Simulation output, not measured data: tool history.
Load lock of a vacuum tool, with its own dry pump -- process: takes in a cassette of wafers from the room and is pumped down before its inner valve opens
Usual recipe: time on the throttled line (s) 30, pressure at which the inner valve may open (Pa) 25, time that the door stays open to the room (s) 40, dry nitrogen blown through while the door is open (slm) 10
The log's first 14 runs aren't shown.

run,day,time on the throttled line (s),pressure at which the inner valve may open (Pa),time that the door stays open to the room (s),dry nitrogen blown through while the door is open (slm),hours that the pump has run since its overhaul,times that the door has closed on its seal,"incoming humidity of the room's air, %",time from the closed door until the inner valve may open (s),rise of the pressure with all valves shut (Pa/min)
15,97.492,19,25,40,10,5484,13998,45.6,41.7,0.114
16,103.312,38,25,40,10,5624,14228,43.4,55.4,0.105
17,109.408,38,25,40,10,5770,14470,45.2,55.4,0.116
18,118.521,38,25,40,10,5989,14831,45.3,55.7,0.114
19,127.079,30,25,38,10,6194,15170,49,49.8,0.121
20,131.571,55,23,40,10,6302,15348,48.8,68.5,0.125
21,139.617,38,33,40,10,6495,15667,42.7,54.5,0.122
22,148.433,38,33,40,10,6707,16016,46.1,55.1,0.131
23,154.892,46,40,40,41,6862,16272,43.2,59.7,0.114
24,163.425,25,33,40,41,7066,16610,46,45.8,0.116
25,168.746,19,27,86,6,7194,16821,52,42.5,0.17
26,175.712,30,25,43,9,7361,17097,47,50.7,0.138
27,182.729,30,19,40,10,7530,17375,48.7,51.3,0.136
28,186.912,26,20,146,5,7630,17541,49.7,48.7,0.198
29,193.833,41,20,146,5,7796,17815,45.2,59.5,0.189
30,202,41,20,146,5,7992,18139,44.9,59.8,0.199
31,209.992,17,25,195,37,8184,18455,49.4,41.6,0.169
32,215.892,50,43,195,19,8326,18689,44.7,63.4,0.182
33,223.5,50,33,37,19,8508,18991,45.4,64,0.152
34,227.392,50,33,37,19,8601,19145,43.8,64.4,0.153
35,231.971,50,33,83,19,8711,19327,47.5,63.8,0.175
36,237.888,49,33,83,27,8853,19561,45.6,63,0.164
37,244.129,49,40,65,27,9003,19808,40.5,62.7,0.161
38,251.95,45,37,28,4,9191,20118,47.2,60.9,0.173

Predict each of these 3 candidate next runs independently; none follows another, all start after run 38:
A,257.188,45,39,28,29,9317,20326,47.4,?,?
B,257.188,30,31,40,10,9317,20326,43.7,?,?
C,257.188,45,28,28,4,9317,20326,41.3,?,?

run,time from the closed door until the inner valve may open (s),rise of the pressure with all valves shut (Pa/min)
A,60.2,0.151
B,50.4,0.168
C,61.1,0.165
The same runs, with their run-to-run variation unchanged, on a tool lacking any hidden condition would have given:
run,time from the closed door until the inner valve may open (s),rise of the pressure with all valves shut (Pa/min)
A,57.6,0.017
B,46.8,0.035
C,58.2,0.029
